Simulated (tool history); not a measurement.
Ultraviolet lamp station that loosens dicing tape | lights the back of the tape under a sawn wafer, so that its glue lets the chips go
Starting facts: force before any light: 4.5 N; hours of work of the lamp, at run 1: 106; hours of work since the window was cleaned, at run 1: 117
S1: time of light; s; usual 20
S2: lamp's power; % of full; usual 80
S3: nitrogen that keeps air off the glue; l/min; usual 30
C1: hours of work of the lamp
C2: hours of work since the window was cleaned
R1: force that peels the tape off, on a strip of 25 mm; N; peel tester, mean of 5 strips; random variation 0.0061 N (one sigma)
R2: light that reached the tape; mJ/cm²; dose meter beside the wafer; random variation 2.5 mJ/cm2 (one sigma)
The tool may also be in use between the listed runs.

run	hour	S1	S2	S3	C1	C2	R1	R2
1	0	20	80	30	106	117	0.182	273
2	9.8	20	80	30	111	122	0.197	273
3	21.9	20	80	30	118	128	0.19	272
4	32	20	80	30	123	133	0.195	271
5	40.2	20	80	30	127	137	0.201	269
6	50.4	20	80	30	132	142	0.201	271
7	59.3	20	80	30	137	147	0.204	270
8	70.8	24	80	30	143	153	0.161	321
9	84.8	24	80	30	150	160	0.159	322
10	91.1	37	80	30	153	163	0.125	498
11	97.6	20	80	30	157	167	0.195	265
12	104.5	20	80	30	160	170	0.202	267
13	118.1	20	78	30	167	177	0.211	254
14	131.1	20	80	30	174	184	0.22	263
# hour 132.3: window cleaned of glue's vapour
15	145	20	80	10	181	7	0.515	254
16	156.4	20	80	30	186	12	0.214	248
17	165.1	20	80	30	191	17	0.231	253
# hour 172.7: window cleaned of glue's vapour, once more
18	178.3	20	80	18	197	3	0.265	284
19	188.5	11	80	18	203	8	0.776	156
20	200.2	11	80	18	209	14	0.758	153
21	207.5	20	80	30	212	18	0.191	282
22	215	20	80	30	216	22	0.191	281
23	227.3	12	76	28	223	28	0.521	157
24	236	20	91	30	227	33	0.161	315
25	242.4	30	71	13	230	36	0.203	369
26	253.3	20	67	12	236	41	0.531	233
27	262.4	13	84	14	241	46	0.676	187
28	272.2	21	94	35	246	51	0.142	341
29	285.2	24	99	25	252	58	0.138	405
30	299.8	35	80	18	260	65	0.151	476
31	307.6	35	80	18	264	69	0.137	478
32	316.1	35	80	18	268	74	0.131	473
33	330.7	19	80	36	276	81	0.185	258
34	344.8	19	80	36	283	88	0.192	255
35	356.8	36	61	20	289	94	0.167	370
36	367.4	36	61	20	294	100	0.164	368
37	381.6	38	80	30	302	107	0.127	506
38	396.2	26	85	35	309	115	0.13	370
39	403	26	61	18	313	118	0.31	263
40	413.5	26	73	59	318	124	0.144	312
41	419.5	26	73	59	321	127	0.135	311
42	429.7	26	73	59	326	132	0.143	313
43	437.1	27	84	59	330	136	0.138	373

For each entry between runs, how does the tool's hidden state at the last listed run before it compare with that at the first listed run after it?
From run 14 to run 15: window cleaned of glue's vapour (hour 132.3)
  lamp's light, % of a new lamp's: 96.2 -> 96.1; light that the window lets through, % of a clean one's: 92.4 -> 88.1
  what was measured, less what the result would be without the hidden state, R1: +0.032 -> +0.137 N; R2: -33 -> -45 mJ/cm²
From run 17 to run 18: window cleaned of glue's vapour, once more (hour 172.7)
  lamp's light, % of a new lamp's: 95.9 -> 95.8; light that the window lets through, % of a clean one's: 87.7 -> 99.7
  what was measured, less what the result would be without the hidden state, R1: +0.053 -> +0.02 N; R2: -47 -> -14 mJ/cm²
